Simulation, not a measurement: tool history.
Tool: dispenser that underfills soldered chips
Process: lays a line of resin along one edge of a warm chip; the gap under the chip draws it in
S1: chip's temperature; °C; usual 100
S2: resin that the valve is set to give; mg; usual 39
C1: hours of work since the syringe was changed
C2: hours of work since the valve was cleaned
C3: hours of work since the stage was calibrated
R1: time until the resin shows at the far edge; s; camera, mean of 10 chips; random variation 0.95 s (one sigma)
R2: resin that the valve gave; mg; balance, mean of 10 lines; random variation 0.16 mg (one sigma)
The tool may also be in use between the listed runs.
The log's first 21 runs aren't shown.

run   hour   S1    S2  C1  C2   C3     R1     R2
      65.6  -- dispensing valve cleaned and set on the balance
 22   66.9  112  45.9   3   1  125   71.5  45.78
 23     69  112  45.9   4   2  126   74.6  46.01
        73  -- new syringe of resin
 24   73.9   90  44.8   1   6  129  116.2  44.65
 25   76.7  103  44.8   3   8  131   86.7  44.63
 26   78.7   90  47.3   4   9  133    129  47.05
 27   81.1   96  36.7   6  11  134  122.7  36.38
      82.8  -- new syringe of resin
 28   84.6   96  36.7   1  13  136  102.7   36.7
 29     87   96  36.7   3  15  138  110.7  36.72
 30   89.1   96  36.7   4  16  140  115.7  36.47
      92.4  -- new syringe of resin
 31   92.4   94    34   0  18  142  105.2  33.84
 32   96.7   94    34   3  21  145    117  34.16
 33   98.9   94    34   5  23  146    123  33.89
       102  -- new syringe of resin
 34  102.2   94    34   0  25  148  104.8  33.65
 35  106.3  100  39.2   3  28  151   95.5  38.83
 36  109.4   98  42.2   5  30  153  108.7   41.8
     111.6  -- new syringe of resin
 37  113.5  107  43.6   1  32  156   74.6  43.38

Forecast each of these 3 alternatives for the next run:
  A  116.6  108  42.1   3  35  158   ?   ?
  B  116.6   92  46.5   3  35  158   ?   ?
  C  116.6  107  33.9   3  35  158   ?   ?

run     R1     R2
  A     78  41.76
  B  115.7  45.98
  C     81   33.5
Without the tool's hidden state the same runs would have given:
run     R1     R2
  A   72.8  42.34
  B  108.5  46.61
  C   75.5  33.96

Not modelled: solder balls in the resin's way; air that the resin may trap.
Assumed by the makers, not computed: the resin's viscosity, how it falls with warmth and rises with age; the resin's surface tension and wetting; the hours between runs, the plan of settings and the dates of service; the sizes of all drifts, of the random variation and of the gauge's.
